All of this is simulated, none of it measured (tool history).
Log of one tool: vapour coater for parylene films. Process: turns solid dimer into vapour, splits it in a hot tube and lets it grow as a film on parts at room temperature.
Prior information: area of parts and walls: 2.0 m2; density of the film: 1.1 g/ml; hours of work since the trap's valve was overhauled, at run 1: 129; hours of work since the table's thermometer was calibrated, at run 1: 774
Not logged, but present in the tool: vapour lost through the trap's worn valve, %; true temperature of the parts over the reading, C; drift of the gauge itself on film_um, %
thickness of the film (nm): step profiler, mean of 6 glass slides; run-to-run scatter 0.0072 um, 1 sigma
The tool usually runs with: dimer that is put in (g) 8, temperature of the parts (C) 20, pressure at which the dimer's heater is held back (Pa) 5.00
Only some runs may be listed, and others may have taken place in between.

run,day,dimer that is put in (g),temperature of the parts (C),pressure at which the dimer's heater is held back (Pa),hours of work since the trap's valve was overhauled,hours of work since the table's thermometer was calibrated,thickness of the film (nm)
1,0.000,8,20,5.00,129,774,2237
2,3.150,8,20,9.12,166,811,1925
3,4.571,8,20,9.12,182,827,1927
4,6.412,8,20,5.00,204,849,2234
5,9.354,8,20,5.41,238,883,2184
6,10.767,8,25,5.00,255,900,2018
7,12.312,8,25,5.00,273,918,2004
8,14.138,8,25,5.00,294,939,2003
9,16.750,8,25,5.00,325,970,2011
10,19.079,8,16,5.00,352,997,2430
11,21.021,8,16,5.00,375,1020,2435
12,22.821,8,16,5.00,396,1041,2422
13,24.854,8,16,5.00,419,1064,2424
14,26.367,8,16,5.00,437,1082,2429
# day 28.979: trap's valve overhauled
15,29.183,8,19,5.00,2,1113,2278
16,31.608,8,19,5.00,31,1141,2281
17,33.729,8,19,5.00,56,1166,2279
18,35.775,8,12,5.00,79,1190,2656
19,38.512,4,27,5.00,111,1222,969

For run 20, what comes out?
20,40.796,8,27,2.11,138,1249,?

For run 20 the tool returned thickness of the film (nm) 2398.
Take away the tool's hidden state, keep the run-to-run variation as it was, and the same run would have given thickness of the film (nm) 2398.
